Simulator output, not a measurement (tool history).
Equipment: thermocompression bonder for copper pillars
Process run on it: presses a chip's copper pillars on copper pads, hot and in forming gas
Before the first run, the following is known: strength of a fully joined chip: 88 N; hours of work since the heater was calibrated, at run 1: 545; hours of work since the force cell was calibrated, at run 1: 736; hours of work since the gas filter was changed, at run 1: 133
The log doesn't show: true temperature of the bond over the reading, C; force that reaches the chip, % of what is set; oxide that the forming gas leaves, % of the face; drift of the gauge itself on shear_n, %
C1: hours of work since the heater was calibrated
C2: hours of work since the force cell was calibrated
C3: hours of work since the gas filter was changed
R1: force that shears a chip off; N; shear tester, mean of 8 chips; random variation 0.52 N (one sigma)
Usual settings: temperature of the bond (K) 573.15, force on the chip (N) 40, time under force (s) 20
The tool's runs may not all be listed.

run 1 day=0 | temperature_of_the_bond_(K)=573.15 force_on_the_chip_(N)=40 time_under_force_(s)=20 | C1=545 C2=736 C3=133 | R1=64.9
run 2 day=1.117 | temperature_of_the_bond_(K)=573.15 force_on_the_chip_(N)=40 time_under_force_(s)=20 | C1=565 C2=756 C3=154 | R1=65.3
run 3 day=2.017 | temperature_of_the_bond_(K)=573.15 force_on_the_chip_(N)=40 time_under_force_(s)=20 | C1=581 C2=773 C3=170 | R1=65.1
run 4 day=2.883 | temperature_of_the_bond_(K)=573.15 force_on_the_chip_(N)=40 time_under_force_(s)=20 | C1=597 C2=788 C3=186 | R1=66.1
run 5 day=3.517 | temperature_of_the_bond_(K)=573.15 force_on_the_chip_(N)=40 time_under_force_(s)=20 | C1=608 C2=800 C3=197 | R1=65.9
run 6 day=4.383 | temperature_of_the_bond_(K)=573.15 force_on_the_chip_(N)=40 time_under_force_(s)=20 | C1=624 C2=815 C3=213 | R1=65.1
run 7 day=5.825 | temperature_of_the_bond_(K)=573.15 force_on_the_chip_(N)=40 time_under_force_(s)=20 | C1=650 C2=841 C3=239 | R1=65.7
run 8 day=6.608 | temperature_of_the_bond_(K)=573.15 force_on_the_chip_(N)=40 time_under_force_(s)=20 | C1=664 C2=856 C3=253 | R1=64.5
run 9 day=7.725 | temperature_of_the_bond_(K)=573.15 force_on_the_chip_(N)=40 time_under_force_(s)=20 | C1=684 C2=876 C3=273 | R1=65
run 10 day=8.975 | temperature_of_the_bond_(K)=552.15 force_on_the_chip_(N)=40 time_under_force_(s)=20 | C1=706 C2=898 C3=295 | R1=52.2
run 11 day=10.15 | temperature_of_the_bond_(K)=552.15 force_on_the_chip_(N)=40 time_under_force_(s)=24 | C1=728 C2=919 C3=317 | R1=56.1
run 12 day=11.483 | temperature_of_the_bond_(K)=581.15 force_on_the_chip_(N)=24 time_under_force_(s)=27 | C1=752 C2=944 C3=341 | R1=62.6
run 13 day=12.567 | temperature_of_the_bond_(K)=581.15 force_on_the_chip_(N)=24 time_under_force_(s)=27 | C1=771 C2=963 C3=360 | R1=62.1
run 14 day=13.429 | temperature_of_the_bond_(K)=546.15 force_on_the_chip_(N)=40 time_under_force_(s)=47 | C1=787 C2=979 C3=376 | R1=62.5
run 15 day=14.871 | temperature_of_the_bond_(K)=585.15 force_on_the_chip_(N)=29 time_under_force_(s)=14 | C1=813 C2=1005 C3=402 | R1=59
run 16 day=15.667 | temperature_of_the_bond_(K)=598.15 force_on_the_chip_(N)=30 time_under_force_(s)=16 | C1=827 C2=1019 C3=416 | R1=68.8
run 17 day=16.5 | temperature_of_the_bond_(K)=598.15 force_on_the_chip_(N)=30 time_under_force_(s)=16 | C1=842 C2=1034 C3=431 | R1=68.2
-- day=17.675 forming gas filter changed
run 18 day=17.904 | temperature_of_the_bond_(K)=588.15 force_on_the_chip_(N)=30 time_under_force_(s)=29 | C1=867 C2=1059 C3=4 | R1=72.1
run 19 day=18.771 | temperature_of_the_bond_(K)=591.15 force_on_the_chip_(N)=40 time_under_force_(s)=44 | C1=883 C2=1075 C3=20 | R1=81.9

Forecast each of these 4 alternatives for the next run:
run A day=19.492 | temperature_of_the_bond_(K)=586.15 force_on_the_chip_(N)=32 time_under_force_(s)=20 | C1=896 C2=1088 C3=33 | R1=?
run B day=19.492 | temperature_of_the_bond_(K)=591.15 force_on_the_chip_(N)=27 time_under_force_(s)=11 | C1=896 C2=1088 C3=33 | R1=?
run C day=19.492 | temperature_of_the_bond_(K)=587.15 force_on_the_chip_(N)=35 time_under_force_(s)=12 | C1=896 C2=1088 C3=33 | R1=?
run D day=19.492 | temperature_of_the_bond_(K)=565.15 force_on_the_chip_(N)=26 time_under_force_(s)=21 | C1=896 C2=1088 C3=33 | R1=?

run=A R1=66.9
run=B R1=56.3
run=C R1=60.7
run=D R1=51.3
Take away the tool's hidden state, keep each run's random variation, and the runs would have read:
run=A R1=67
run=B R1=56.5
run=C R1=60.9
run=D R1=51.5
